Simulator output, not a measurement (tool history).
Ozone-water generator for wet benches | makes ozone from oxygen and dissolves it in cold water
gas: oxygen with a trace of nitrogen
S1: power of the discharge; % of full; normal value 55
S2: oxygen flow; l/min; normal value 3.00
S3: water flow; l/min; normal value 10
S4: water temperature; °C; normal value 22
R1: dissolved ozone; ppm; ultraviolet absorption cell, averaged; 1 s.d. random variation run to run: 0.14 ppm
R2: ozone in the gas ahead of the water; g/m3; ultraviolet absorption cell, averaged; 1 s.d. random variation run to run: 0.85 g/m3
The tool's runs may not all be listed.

Run 1, day 0.000: usual settings. Result: R1 15.9 ppm, R2 137.7 g/m3.
Run 2, day 3.092: usual settings. Result: R1 15.9 ppm, R2 138.0 g/m3.
Run 3, day 5.462: usual settings. Result: R1 16.0 ppm, R2 138.1 g/m3.
Run 4, day 7.779: usual settings. Result: R1 16.0 ppm, R2 137.8 g/m3.
Run 5, day 9.796: usual settings. Result: R1 16.0 ppm, R2 138.1 g/m3.
At day 10.688: water thermometer calibrated.
Run 6, day 11.979: usual settings. Result: R1 15.9 ppm, R2 135.6 g/m3.
Run 7, day 14.667: usual settings. Result: R1 15.8 ppm, R2 138.7 g/m3.
Run 8, day 17.067: usual settings. Result: R1 15.8 ppm, R2 136.6 g/m3.
Run 9, day 20.046: usual settings. Result: R1 15.6 ppm, R2 137.9 g/m3.
Run 10, day 22.558: usual settings. Result: R1 15.8 ppm, R2 137.8 g/m3.
Run 11, day 24.467: usual settings. Result: R1 15.9 ppm, R2 137.6 g/m3.
Run 12, day 26.788: usual settings. Result: R1 15.8 ppm, R2 136.7 g/m3.
Run 13, day 29.796: usual settings. Result: R1 15.8 ppm, R2 136.0 g/m3.
Run 14, day 32.371: usual settings. Result: R1 15.6 ppm, R2 135.8 g/m3.
Run 15, day 35.529: usual settings but S2 1.72 l/min. Result: R1 16.1 ppm, R2 187.1 g/m3.
Run 16, day 38.746: usual settings but S2 1.72 l/min. Result: R1 16.0 ppm, R2 185.4 g/m3.
Run 17, day 40.608: usual settings but S1 86 % of full, S2 4.44 l/min. Result: R1 19.9 ppm, R2 147.2 g/m3.
Run 18, day 43.200: usual settings but S1 86 % of full, S2 4.44 l/min. Result: R1 20.1 ppm, R2 146.1 g/m3.
Run 19, day 45.225: usual settings but S2 4.81 l/min. Result: R1 14.6 ppm, R2 104.0 g/m3.
Run 20, day 47.871: usual settings but S2 5.04 l/min, S3 6 l/min. Result: R1 17.8 ppm, R2 100.6 g/m3.
Run 21, day 49.533: usual settings but S1 78 % of full, S4 29 °C. Result: R1 17.5 ppm, R2 172.3 g/m3.
Run 22, day 51.508: usual settings but S1 78 % of full, S4 29 °C. Result: R1 17.5 ppm, R2 171.2 g/m3.
Run 23, day 53.754: usual settings but S1 91 % of full, S4 29 °C. Result: R1 19.5 ppm, R2 190.3 g/m3.
Run 24, day 56.158: usual settings but S1 94 % of full, S2 2.45 l/min, S3 11 l/min, S4 17 °C. Result: R1 22.7 ppm, R2 217.9 g/m3.
Run 25, day 58.212: usual settings but S1 86 % of full, S2 1.96 l/min, S3 13 l/min, S4 23 °C. Result: R1 17.3 ppm, R2 235.3 g/m3.
Run 26, day 60.846: usual settings but S3 12 l/min. Result: R1 13.9 ppm, R2 136.3 g/m3.
Run 27, day 63.825: usual settings but S1 72 % of full, S3 7 l/min, S4 28 °C. Result: R1 20.3 ppm, R2 162.6 g/m3.
Run 28, day 65.542: usual settings but S1 72 % of full, S3 16 l/min, S4 29 °C. Result: R1 12.5 ppm, R2 162.0 g/m3.
Run 29, day 67.038: usual settings but S1 72 % of full, S3 11 l/min, S4 29 °C. Result: R1 15.5 ppm, R2 161.2 g/m3.
Run 30, day 69.779: usual settings but S1 72 % of full, S2 3.94 l/min, S3 11 l/min, S4 24 °C. Result: R1 16.4 ppm, R2 137.4 g/m3.
Run 31, day 71.208: usual settings but S1 72 % of full, S2 3.94 l/min, S3 11 l/min, S4 24 °C. Result: R1 16.0 ppm, R2 137.6 g/m3.
Run 32, day 74.188: usual settings but S1 72 % of full, S2 3.94 l/min, S3 11 l/min, S4 24 °C. Result: R1 16.1 ppm, R2 137.5 g/m3.

Subtracting, for every run, the result it would have given without the tool's unlogged condition from the measured result gives the following. The same run-to-run variation enters both numbers; the gauge's scatter may not:
The tool's hidden condition here consists of: yield of the discharge, % of new electrodes'; contactor's efficiency, % of a clean one's; true water temperature over the reading, C; drift of the gauge itself on ozone_ppm, %; drift of the gauge itself on gas_g_m3, %.
run    R1    R2
  1  -0.6  -0.9
  2  -0.6  -1.1
  3  -0.7  -1.2
  4  -0.7  -1.3
  5  -0.6  -1.3
  6  -0.7  -1.4
  7  -0.6  -1.5
  8  -0.7  -1.6
  9  -0.7  -1.7
 10  -0.8  -1.9
 11  -0.8  -1.9
 12  -0.7  -2.0
 13  -0.8  -2.2
 14  -0.8  -2.3
 15  -0.8  -3.4
 16  -0.9  -3.5
 17  -1.2  -3.9
 18  -1.3  -4.0
 19  -0.8  -2.2
 20  -0.9  -2.1
 21  -1.1  -4.9
 22  -1.2  -5.0
 23  -1.4  -6.2
 24  -1.7  -7.5
 25  -1.3  -7.9
 26  -0.9  -3.5
 27  -1.4  -5.3
 28  -1.0  -5.3
 29  -1.2  -5.4
 30  -1.3  -4.7
 31  -1.4  -4.8
 32  -1.4  -5.0
